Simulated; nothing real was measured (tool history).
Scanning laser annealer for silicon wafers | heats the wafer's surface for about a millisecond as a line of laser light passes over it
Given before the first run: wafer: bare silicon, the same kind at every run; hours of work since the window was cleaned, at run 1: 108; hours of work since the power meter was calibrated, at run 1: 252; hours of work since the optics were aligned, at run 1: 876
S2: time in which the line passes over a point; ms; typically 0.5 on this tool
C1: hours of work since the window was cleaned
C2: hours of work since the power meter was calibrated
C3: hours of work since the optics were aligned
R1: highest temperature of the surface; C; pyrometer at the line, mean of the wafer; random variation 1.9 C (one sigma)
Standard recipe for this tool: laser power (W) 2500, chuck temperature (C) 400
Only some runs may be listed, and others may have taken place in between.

run 1 hour=0 | laser_power_(W)=2500 S2=0.5 chuck_temperature_(C)=400 | C1=108 C2=252 C3=876 | R1=1164
run 2 hour=14.9 | laser_power_(W)=2500 S2=0.5 chuck_temperature_(C)=400 | C1=118 C2=262 C3=885 | R1=1165
run 3 hour=26.4 | laser_power_(W)=2500 S2=0.5 chuck_temperature_(C)=400 | C1=125 C2=269 C3=892 | R1=1165
run 4 hour=39.9 | laser_power_(W)=2500 S2=0.5 chuck_temperature_(C)=400 | C1=133 C2=277 C3=901 | R1=1162
run 5 hour=57.2 | laser_power_(W)=2500 S2=0.5 chuck_temperature_(C)=400 | C1=144 C2=288 C3=912 | R1=1158
run 6 hour=71.7 | laser_power_(W)=2500 S2=0.5 chuck_temperature_(C)=400 | C1=153 C2=297 C3=921 | R1=1164
run 7 hour=89.9 | laser_power_(W)=2500 S2=0.537 chuck_temperature_(C)=400 | C1=164 C2=309 C3=932 | R1=1188
run 8 hour=105.7 | laser_power_(W)=2328 S2=0.5 chuck_temperature_(C)=400 | C1=174 C2=318 C3=942 | R1=1092
run 9 hour=127.7 | laser_power_(W)=2500 S2=0.546 chuck_temperature_(C)=400 | C1=188 C2=332 C3=956 | R1=1189
run 10 hour=146.3 | laser_power_(W)=2500 S2=0.5 chuck_temperature_(C)=408 | C1=200 C2=344 C3=967 | R1=1165
run 11 hour=158.7 | laser_power_(W)=2500 S2=0.5 chuck_temperature_(C)=408 | C1=207 C2=351 C3=975 | R1=1160
run 12 hour=167.9 | laser_power_(W)=2286 S2=0.352 chuck_temperature_(C)=408 | C1=213 C2=357 C3=981 | R1=978
run 13 hour=177 | laser_power_(W)=2456 S2=0.5 chuck_temperature_(C)=400 | C1=219 C2=363 C3=986 | R1=1135
run 14 hour=193.6 | laser_power_(W)=2456 S2=0.5 chuck_temperature_(C)=400 | C1=229 C2=373 C3=997 | R1=1137
run 15 hour=215.6 | laser_power_(W)=2211 S2=0.351 chuck_temperature_(C)=400 | C1=243 C2=387 C3=1010 | R1=940
run 16 hour=230.8 | laser_power_(W)=2500 S2=0.5 chuck_temperature_(C)=411 | C1=252 C2=396 C3=1020 | R1=1161

3 options for the next run, each taken on its own from the tool as it stands now. Forecast them:
run A hour=250.5 | laser_power_(W)=2287 S2=0.442 chuck_temperature_(C)=367 | C1=265 C2=409 C3=1032 | R1=?
run B hour=250.5 | laser_power_(W)=2219 S2=0.5 chuck_temperature_(C)=411 | C1=265 C2=409 C3=1032 | R1=?
run C hour=250.5 | laser_power_(W)=2223 S2=0.582 chuck_temperature_(C)=403 | C1=265 C2=409 C3=1032 | R1=?

run=A R1=998
run=B R1=1054
run=C R1=1096
With the hidden condition removed and each run's random variation left untouched, the same runs would have given:
run=A R1=1038
run=B R1=1095
run=C R1=1140

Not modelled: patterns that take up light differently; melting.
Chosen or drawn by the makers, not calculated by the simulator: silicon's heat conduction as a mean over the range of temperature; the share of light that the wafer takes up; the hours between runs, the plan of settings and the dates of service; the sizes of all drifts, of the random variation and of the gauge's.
